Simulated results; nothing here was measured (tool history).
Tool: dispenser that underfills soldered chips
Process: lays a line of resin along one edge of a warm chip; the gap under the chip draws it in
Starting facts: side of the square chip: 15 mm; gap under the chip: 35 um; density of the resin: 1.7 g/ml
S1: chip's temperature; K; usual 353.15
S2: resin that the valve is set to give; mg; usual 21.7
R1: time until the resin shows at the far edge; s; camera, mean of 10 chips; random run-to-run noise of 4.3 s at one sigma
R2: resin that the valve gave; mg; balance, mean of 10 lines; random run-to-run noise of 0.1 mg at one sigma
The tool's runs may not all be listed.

Run 1, hour 0.0: usual settings. Result: R1 483.2 s, R2 21.42 mg.
Run 2, hour 6.7: usual settings. Result: R1 736.5 s, R2 21.32 mg.
At hour 11.2: new syringe of resin.
Run 3, hour 13.0: usual settings. Result: R1 491.1 s, R2 21.31 mg.
Run 4, hour 17.7: usual settings but S1 360.15 K. Result: R1 515.4 s, R2 21.39 mg.
Run 5, hour 20.9: usual settings but S1 360.15 K. Result: R1 633.8 s, R2 21.45 mg.
At hour 24.4: new syringe of resin.
Run 6, hour 24.7: usual settings. Result: R1 448.0 s, R2 21.39 mg.
Run 7, hour 29.9: usual settings. Result: R1 621.8 s, R2 21.15 mg.
Run 8, hour 32.7: usual settings but S1 354.15 K, S2 25.3 mg. Result: R1 709.9 s, R2 24.70 mg.
At hour 37.5: new syringe of resin.
Run 9, hour 38.4: usual settings but S1 342.15 K, S2 21.4 mg. Result: R1 682.2 s, R2 21.00 mg.
Run 10, hour 43.0: usual settings but S1 351.15 K. Result: R1 648.0 s, R2 21.26 mg.
Run 11, hour 49.1: usual settings but S1 348.15 K, S2 24.7 mg. Result: R1 1054.1 s, R2 23.97 mg.
At hour 50.5: new syringe of resin.
Run 12, hour 52.8: usual settings but S1 357.15 K, S2 21.6 mg. Result: R1 448.1 s, R2 21.08 mg.
Run 13, hour 58.9: usual settings but S1 364.15 K, S2 25.7 mg. Result: R1 504.9 s, R2 24.89 mg.
Run 14, hour 61.8: usual settings but S1 347.15 K, S2 25.1 mg. Result: R1 1058.6 s, R2 24.26 mg.

Forecast each of these 5 alternatives for the next run:
At hour 63.4: new syringe of resin.
Run A, hour 66.6: usual settings but S1 341.15 K, S2 23.5 mg. Result: R1 ?, R2 ?.
At hour 63.4: new syringe of resin.
Run B, hour 66.6: usual settings but S2 19.6 mg. Result: R1 ?, R2 ?.
At hour 63.4: new syringe of resin.
Run C, hour 66.6: usual settings but S1 354.15 K, S2 26.7 mg. Result: R1 ?, R2 ?.
At hour 63.4: new syringe of resin.
Run D, hour 66.6: usual settings but S1 361.15 K. Result: R1 ?, R2 ?.
At hour 63.4: new syringe of resin.
Run E, hour 66.6: usual settings but S1 357.15 K, S2 21.8 mg. Result: R1 ?, R2 ?.

run     R1     R2
  A  805.9  22.69
  B  553.0  18.93
  C  524.8  25.81
  D  420.6  20.89
  E  474.3  20.98
Had the tool no hidden state, the same runs would have come out as:
run     R1     R2
  A  641.3  23.49
  B  438.8  19.59
  C  418.9  26.72
  D  335.0  21.63
  E  377.6  21.72
